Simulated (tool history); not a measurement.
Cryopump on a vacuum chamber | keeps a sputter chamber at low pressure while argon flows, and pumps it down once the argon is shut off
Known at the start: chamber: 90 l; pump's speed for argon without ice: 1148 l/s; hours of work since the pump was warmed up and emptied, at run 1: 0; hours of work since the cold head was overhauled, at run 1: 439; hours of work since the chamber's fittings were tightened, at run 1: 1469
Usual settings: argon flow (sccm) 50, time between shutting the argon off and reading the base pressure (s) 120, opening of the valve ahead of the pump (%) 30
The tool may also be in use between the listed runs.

| run | day | argon flow (sccm) | time between shutting the argon off and reading the base pressure (s) | opening of the valve ahead of the pump (%) | hours of work since the pump was warmed up and emptied | hours of work since the cold head was overhauled | hours of work since the chamber's fittings were tightened | pressure while argon flows (Pa) | pressure after the wait (uPa) |
|---|---|---|---|---|---|---|---|---|---|
| 1 | 0 | 50 | 120 | 30 | 0 | 439 | 1469 | 0.2456 | 1.54 |
| 2 | 0.488 | 50 | 120 | 42 | 8 | 447 | 1478 | 0.1768 | 1.61 |
| 3 | 0.971 | 50 | 45 | 30 | 16 | 456 | 1486 | 0.2471 | 2.4 |
| 4 | 1.475 | 50 | 45 | 30 | 25 | 464 | 1494 | 0.2471 | 2.4 |
| 5 | 2.175 | 50 | 120 | 30 | 36 | 476 | 1506 | 0.2453 | 1.62 |
| 6 | 2.767 | 50 | 120 | 30 | 46 | 485 | 1515 | 0.2504 | 1.65 |
| 7 | 3.383 | 50 | 152 | 30 | 56 | 496 | 1526 | 0.2477 | 1.54 |
| 8 | 3.875 | 50 | 152 | 30 | 64 | 504 | 1534 | 0.25 | 1.54 |
| 9 | 4.45 | 50 | 152 | 30 | 74 | 513 | 1543 | 0.2501 | 1.55 |
| 10 | 5.038 | 50 | 37 | 30 | 84 | 523 | 1553 | 0.2491 | 2.71 |
| 11 | 5.829 | 50 | 37 | 30 | 97 | 536 | 1566 | 0.25 | 2.76 |
| 12 | 6.554 | 50 | 37 | 30 | 109 | 548 | 1578 | 0.2496 | 2.83 |
| 13 | 7.125 | 50 | 37 | 30 | 118 | 558 | 1588 | 0.2496 | 2.7 |
| 14 | 7.542 | 50 | 190 | 30 | 125 | 565 | 1595 | 0.2489 | 1.52 |
| 15 | 8.3 | 50 | 190 | 30 | 138 | 577 | 1607 | 0.2497 | 1.52 |
| 16 | 9.012 | 50 | 190 | 30 | 150 | 589 | 1619 | 0.2507 | 1.63 |
| 17 | 9.792 | 50 | 190 | 30 | 163 | 602 | 1632 | 0.2513 | 1.59 |
| 18 | 10.333 | 50 | 190 | 30 | 172 | 611 | 1641 | 0.2503 | 1.59 |
| 19 | 10.783 | 40 | 109 | 48 | 179 | 619 | 1649 | 0.1295 | 1.77 |
| 20 | 11.208 | 37 | 140 | 20 | 186 | 626 | 1656 | 0.2792 | 1.72 |

Forecast run 21:
| 21 | 11.8 | 50 | 41 | 51 | 196 | 636 | 1666 | ? | ? |

{"run 21": {"pressure while argon flows (Pa)": 0.152, "pressure after the wait (uPa)": 2.72}}
Without the tool's hidden state the same run would have given pressure while argon flows (Pa) 0.1444, pressure after the wait (uPa) 1.64.
